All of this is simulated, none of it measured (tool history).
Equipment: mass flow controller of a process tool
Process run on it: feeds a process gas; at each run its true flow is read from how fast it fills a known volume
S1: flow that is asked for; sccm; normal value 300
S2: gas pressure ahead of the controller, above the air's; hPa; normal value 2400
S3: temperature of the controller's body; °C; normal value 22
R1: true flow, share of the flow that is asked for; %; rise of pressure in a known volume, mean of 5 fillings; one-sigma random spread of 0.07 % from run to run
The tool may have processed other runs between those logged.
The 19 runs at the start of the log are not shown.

{"run": 20, "hour": 4537.7, "S1": 300, "S2": 2400, "S3": 22, "R1": 100.35}
{"run": 21, "hour": 4688.7, "S1": 300, "S2": 2400, "S3": 22, "R1": 100.44}
{"run": 22, "hour": 5009.2, "S1": 300, "S2": 2400, "S3": 29, "R1": 100.68}
{"run": 23, "hour": 5307.6, "S1": 300, "S2": 2400, "S3": 22, "R1": 100.47}
{"run": 24, "hour": 5489.4, "S1": 329, "S2": 2790, "S3": 39, "R1": 101.39}
{"run": 25, "hour": 5668.6, "S1": 162, "S2": 2230, "S3": 32, "R1": 101.89}
{"run": 26, "hour": 5956.3, "S1": 255, "S2": 1600, "S3": 29, "R1": 100.78}
{"run": 27, "hour": 6158.3, "S1": 300, "S2": 2390, "S3": 30, "R1": 101.02}
{"run": 28, "hour": 6449.0, "S1": 300, "S2": 2400, "S3": 33, "R1": 101.21}
{"run": 29, "hour": 6679.3, "S1": 300, "S2": 2400, "S3": 33, "R1": 101.31}
{"run": 30, "hour": 6981.7, "S1": 300, "S2": 2400, "S3": 33, "R1": 101.32}

Run 31, settings as shown, results not yet in. Your forecast:
{"hour": 7011.5, "done": "controller's zero set anew"}
{"run": 31, "hour": 7265.2, "S1": 300, "S2": 2400, "S3": 38, "R1": "?"}

{"run 31": {"R1": 102.84}}
Had the tool carried no hidden state, the very same run would have given R1 98.73 %.
